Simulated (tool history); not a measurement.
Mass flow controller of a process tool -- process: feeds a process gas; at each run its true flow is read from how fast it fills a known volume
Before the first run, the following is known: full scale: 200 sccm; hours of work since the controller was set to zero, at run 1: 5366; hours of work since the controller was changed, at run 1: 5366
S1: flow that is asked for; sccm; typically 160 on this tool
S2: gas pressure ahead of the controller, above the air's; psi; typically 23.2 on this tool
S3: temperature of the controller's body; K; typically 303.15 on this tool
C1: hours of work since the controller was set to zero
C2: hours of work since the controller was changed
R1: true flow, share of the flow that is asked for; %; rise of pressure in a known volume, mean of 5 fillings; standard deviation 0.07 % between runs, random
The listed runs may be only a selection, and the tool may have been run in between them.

| run | hour | S1 | S2 | S3 | C1 | C2 | R1 |
|---|---|---|---|---|---|---|---|
| 1 | 0 | 160 | 23.2 | 303.15 | 5366 | 5366 | 99.31 |
| 2 | 97.3 | 160 | 23.2 | 299.15 | 5442 | 5442 | 99.63 |
| 3 | 249.6 | 160 | 23.2 | 299.15 | 5561 | 5561 | 99.6 |
| 4 | 436.5 | 160 | 23.2 | 299.15 | 5707 | 5707 | 99.69 |
| 5 | 624.7 | 23 | 23.2 | 299.15 | 5854 | 5854 | 97.83 |
| 6 | 797.4 | 23 | 23.2 | 303.15 | 5989 | 5989 | 97.57 |
| 7 | 952.6 | 160 | 34.2 | 303.15 | 6111 | 6111 | 98.94 |
| 8 | 1057 | 160 | 34.2 | 303.15 | 6192 | 6192 | 98.97 |
| 9 | 1179.4 | 29 | 31.9 | 296.15 | 6288 | 6288 | 97.93 |
| 10 | 1309.1 | 29 | 31.9 | 296.15 | 6389 | 6389 | 97.91 |
| 11 | 1500.7 | 22 | 24.8 | 295.15 | 6539 | 6539 | 98.12 |
| 12 | 1642.9 | 39 | 25.4 | 303.15 | 6650 | 6650 | 97.78 |
| 13 | 1835.9 | 39 | 25.4 | 303.15 | 6801 | 6801 | 97.88 |
| 14 | 1928.7 | 117 | 40.2 | 302.15 | 6874 | 6874 | 98.29 |
| 15 | 2091.9 | 169 | 40.2 | 311.15 | 7002 | 7002 | 98.54 |
| 16 | 2187.1 | 169 | 26.7 | 295.15 | 7076 | 7076 | 99.95 |

Predict each of these 5 candidate next runs independently; none follows another, all start after run 16:
| A | 2327.3 | 90 | 26.7 | 308.15 | 7186 | 7186 | ? |
| B | 2327.3 | 169 | 26.7 | 296.15 | 7186 | 7186 | ? |
| C | 2327.3 | 169 | 26.3 | 295.15 | 7186 | 7186 | ? |
| D | 2327.3 | 181 | 26.7 | 297.15 | 7186 | 7186 | ? |
| E | 2327.3 | 160 | 22.5 | 303.15 | 7186 | 7186 | ? |

| run | R1 |
|---|---|
| A | 98.13 |
| B | 99.89 |
| C | 100.04 |
| D | 99.91 |
| E | 99.48 |
The same runs, with their run-to-run variation unchanged, on a tool lacking any hidden condition would have given:
| run | R1 |
|---|---|
| A | 98.11 |
| B | 99.87 |
| C | 100.02 |
| D | 99.89 |
| E | 99.46 |
